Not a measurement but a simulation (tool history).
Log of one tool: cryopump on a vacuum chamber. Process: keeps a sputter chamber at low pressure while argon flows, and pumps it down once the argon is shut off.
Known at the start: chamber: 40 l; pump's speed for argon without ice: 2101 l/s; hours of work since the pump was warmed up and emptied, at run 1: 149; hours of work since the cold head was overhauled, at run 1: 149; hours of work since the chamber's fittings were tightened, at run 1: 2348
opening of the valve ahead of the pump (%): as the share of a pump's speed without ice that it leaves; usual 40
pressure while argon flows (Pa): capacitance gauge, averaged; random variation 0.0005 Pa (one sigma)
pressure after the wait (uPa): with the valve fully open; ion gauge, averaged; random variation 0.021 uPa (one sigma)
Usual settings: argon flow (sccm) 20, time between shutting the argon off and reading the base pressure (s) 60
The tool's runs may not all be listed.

run     day  argon flow (sccm)  time between shutting the argon off and reading the base pressure (s)  opening of the valve ahead of the pump (%)  hours of work since the pump was warmed up and emptied  hours of work since the cold head was overhauled  hours of work since the chamber's fittings were tightened  pressure while argon flows (Pa)  pressure after the wait (uPa)
  1   0.000                 20                                                                     60                                          40                                                     149                                               149                                                       2348                           0.0412                           0.80
  2   0.562                 20                                                                     60                                          40                                                     159                                               159                                                       2357                           0.0415                           0.83
  3   1.038                 20                                                                     60                                          40                                                     167                                               167                                                       2366                           0.0405                           0.85
  4   1.550                 20                                                                     60                                          40                                                     176                                               176                                                       2374                           0.0412                           0.82
  5   2.479                 20                                                                     21                                          40                                                     192                                               192                                                       2390                           0.0409                           1.35
  6   3.125                 20                                                                     60                                          40                                                     203                                               203                                                       2402                           0.0405                           0.87
  7   3.942                 20                                                                     60                                          16                                                     217                                               217                                                       2416                           0.1018                           0.84
  8   4.879                 20                                                                     60                                          16                                                     234                                               234                                                       2432                           0.1023                           0.85
  9   5.446                 20                                                                     60                                          16                                                     243                                               243                                                       2442                           0.1021                           0.86
 10   6.417                 20                                                                     38                                          40                                                     260                                               260                                                       2458                           0.0416                           1.01
 11   7.492                 20                                                                     38                                          40                                                     279                                               279                                                       2477                           0.0421                           1.03
 12   8.217                 20                                                                     38                                          40                                                     291                                               291                                                       2489                           0.0422                           1.02
 13   9.279                 20                                                                     60                                          40                                                     309                                               309                                                       2508                           0.0409                           0.88
 14   9.812                 20                                                                     60                                          40                                                     319                                               319                                                       2517                           0.0422                           0.83
 15  10.917                 20                                                                     60                                          40                                                     338                                               338                                                       2536                           0.0420                           0.90
 16  11.392                 20                                                                     60                                          40                                                     346                                               346                                                       2544                           0.0425                           0.87
 17  11.854                 20                                                                     60                                          40                                                     354                                               354                                                       2552                           0.0424                           0.85
 18  12.388                 17                                                                    133                                          54                                                     363                                               363                                                       2561                           0.0275                           0.77
 19  13.358                 17                                                                    133                                          54                                                     380                                               380                                                       2578                           0.0267                           0.76
 20  13.996                 17                                                                    133                                          54                                                     391                                               391                                                       2589                           0.0282                           0.74
 21  14.983                 17                                                                    133                                          54                                                     408                                               408                                                       2606                           0.0268                           0.80
     15.379  -- leaking fittings of the chamber tightened, without venting
 22  15.858                 21                                                                     60                                          23                                                     422                                               422                                                          8                           0.0761                           0.43
 23  16.538                 21                                                                     60                                          23                                                     433                                               433                                                         20                           0.0765                           0.44
 24  17.642                 21                                                                     60                                          23                                                     452                                               452                                                         39                           0.0759                           0.40
 25  18.671                 21                                                                     60                                          23                                                     470                                               470                                                         57                           0.0767                           0.46
 26  19.679                 21                                                                     60                                          23                                                     488                                               488                                                         74                           0.0774                           0.44
 27  20.717                 18                                                                    217                                          40                                                     505                                               505                                                         92                           0.0391                           0.27
 28  21.258                 18                                                                    217                                          40                                                     515                                               515                                                        101                           0.0386                           0.26
 29  22.317                 16                                                                     34                                          36                                                     533                                               533                                                        120                           0.0378                           0.65
 30  23.183                 20                                                                     60                                          57                                                     548                                               548                                                        135                           0.0311                           0.51
 31  24.200                 13                                                                     60                                          28                                                     566                                               566                                                        152                           0.0400                           0.46
 32  25.096                 13                                                                     60                                          28                                                     581                                               581                                                        168                           0.0403                           0.49
 33  25.567                 16                                                                    165                                          28                                                     589                                               589                                                        176                           0.0498                           0.32
 34  26.400                 16                                                                    165                                          28                                                     604                                               604                                                        190                           0.0493                           0.33

Forecast each of these 4 alternatives for the next run:
  A  26.971                 10                                                                     60                                          44                                                     613                                               613                                                        200                                ?                              ?
  B  26.971                  8                                                                    214                                          28                                                     613                                               613                                                        200                                ?                              ?
  C  26.971                 20                                                                     46                                          40                                                     613                                               613                                                        200                                ?                              ?
  D  26.971                 31                                                                    165                                          28                                                     613                                               613                                                        200                                ?                              ?

run  pressure while argon flows (Pa)  pressure after the wait (uPa)
  A                           0.0200                           0.48
  B                           0.0241                           0.31
  C                           0.0436                           0.60
  D                           0.0949                           0.32
Without the tool's hidden state the same runs would have given:
run  pressure while argon flows (Pa)  pressure after the wait (uPa)
  A                           0.0180                           0.41
  B                           0.0225                           0.24
  C                           0.0396                           0.52
  D                           0.0888                           0.25
